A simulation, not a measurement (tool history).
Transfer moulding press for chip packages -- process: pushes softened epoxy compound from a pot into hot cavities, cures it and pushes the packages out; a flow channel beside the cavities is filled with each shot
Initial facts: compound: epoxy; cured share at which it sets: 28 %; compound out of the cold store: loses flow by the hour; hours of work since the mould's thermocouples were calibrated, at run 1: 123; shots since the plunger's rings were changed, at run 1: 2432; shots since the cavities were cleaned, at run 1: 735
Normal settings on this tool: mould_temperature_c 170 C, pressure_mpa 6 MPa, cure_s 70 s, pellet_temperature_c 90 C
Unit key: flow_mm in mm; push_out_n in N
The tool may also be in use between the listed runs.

| run | hour | mould_temperature_c | pressure_mpa | cure_s | pellet_temperature_c | hours of work since the mould's thermocouples were calibrated | shots since the plunger's rings were changed | shots since the cavities were cleaned | incoming compound's hours out of the cold store | flow_mm | push_out_n |
|---|---|---|---|---|---|---|---|---|---|---|---|
| 1 | 0 | 170 | 6 | 70 | 90 | 123 | 2432 | 735 | 13.6 | 876 | 527 |
| 2 | 18.8 | 170 | 6 | 70 | 90 | 135 | 2703 | 1006 | 38.4 | 722 | 514 |
|  | 30.5 | plunger's sealing rings changed |
|  | 32 | cavities cleaned with cleaning compound and waxed |
| 3 | 59.5 | 170 | 6 | 70 | 90 | 157 | 397 | 397 | 45.8 | 701 | 446 |
| 4 | 81.3 | 170 | 6 | 70 | 90 | 171 | 711 | 711 | 40.9 | 729 | 488 |
| 5 | 105.8 | 170 | 6 | 70 | 93 | 186 | 1063 | 1063 | 45.5 | 702 | 495 |
|  | 112.6 | cavities cleaned with cleaning compound and waxed |
| 6 | 135.3 | 170 | 6 | 51 | 90 | 203 | 1467 | 328 | 39.9 | 722 | 785 |
| 7 | 162.4 | 170 | 6 | 51 | 90 | 220 | 1856 | 717 | 16.6 | 860 | 996 |
|  | 193.8 | cavities cleaned with cleaning compound and waxed |
| 8 | 200.2 | 170 | 6 | 51 | 92 | 242 | 2379 | 91 | 13.5 | 881 | 785 |
|  | 205.6 | mould's thermocouples calibrated |
| 9 | 226.9 | 170 | 5.67 | 70 | 90 | 13 | 2735 | 447 | 21 | 794 | 418 |
|  | 238.1 | plunger's sealing rings changed |
| 10 | 262.8 | 170 | 5.67 | 70 | 90 | 34 | 356 | 929 | 9.1 | 904 | 512 |
|  | 281 | cavities cleaned with cleaning compound and waxed |
| 11 | 299.3 | 170 | 5.67 | 70 | 90 | 55 | 859 | 263 | 17.4 | 843 | 423 |
| 12 | 318.8 | 170 | 5.67 | 70 | 90 | 67 | 1141 | 545 | 40.6 | 712 | 454 |
|  | 339.2 | mould's thermocouples calibrated, once more |
| 13 | 358.6 | 170 | 5.67 | 70 | 90 | 12 | 1685 | 1089 | 24.2 | 803 | 553 |
|  | 365.4 | cavities cleaned with cleaning compound and waxed |
| 14 | 376.2 | 175 | 5.67 | 70 | 90 | 22 | 1917 | 156 | 21.6 | 791 | 355 |
| 15 | 399.3 | 176 | 5.19 | 89 | 89 | 36 | 2250 | 489 | 13.9 | 791 | 361 |
| 16 | 417.2 | 176 | 5.19 | 89 | 89 | 47 | 2508 | 747 | 47.4 | 613 | 393 |
|  | 444.7 | plunger's sealing rings changed |
|  | 448.2 | cavities cleaned with cleaning compound and waxed |
| 17 | 448.2 | 176 | 5.19 | 89 | 89 | 64 | 29 | 0 | 10.6 | 837 | 279 |
| 18 | 476.8 | 169 | 5.19 | 62 | 84 | 81 | 441 | 412 | 9.1 | 875 | 699 |
| 19 | 507.2 | 175 | 5.19 | 91 | 95 | 100 | 879 | 850 | 43.9 | 654 | 403 |
|  | 530.7 | cavities cleaned with cleaning compound and waxed |
| 20 | 532.8 | 175 | 5.19 | 91 | 95 | 115 | 1226 | 31 | 28 | 727 | 288 |
| 21 | 560.7 | 175 | 5.19 | 91 | 95 | 132 | 1628 | 433 | 38 | 671 | 376 |
| 22 | 590.1 | 163 | 5.89 | 57 | 96 | 150 | 2051 | 856 | 34.8 | 766 | 1263 |
|  | 611.7 | cavities cleaned with cleaning compound and waxed |
| 23 | 619.2 | 163 | 5.89 | 55 | 96 | 167 | 2448 | 107 | 13 | 904 | 1111 |
|  | 648 | plunger's sealing rings changed |
| 24 | 651.6 | 163 | 5.89 | 88 | 96 | 186 | 52 | 539 | 27.4 | 838 | 498 |
| 25 | 678.7 | 175 | 4.52 | 70 | 90 | 202 | 441 | 928 | 30.3 | 672 | 442 |
|  | 694.3 | cavities cleaned with cleaning compound and waxed |
| 26 | 704.4 | 170 | 6 | 106 | 82 | 217 | 790 | 145 | 11.7 | 914 | 316 |
| 27 | 725.4 | 170 | 6 | 106 | 82 | 230 | 1093 | 448 | 9.3 | 923 | 361 |

Run 28 comes next. What will it give?
| 28 | 753.5 | 170 | 6.09 | 52 | 82 | 247 | 1497 | 852 | 46.4 | ? | ? |

flow_mm: 704 mm
push_out_n: 879 N
If the tool had no hidden condition, the same run with the same run-to-run variation would have returned flow_mm 722 mm, push_out_n 612 N.

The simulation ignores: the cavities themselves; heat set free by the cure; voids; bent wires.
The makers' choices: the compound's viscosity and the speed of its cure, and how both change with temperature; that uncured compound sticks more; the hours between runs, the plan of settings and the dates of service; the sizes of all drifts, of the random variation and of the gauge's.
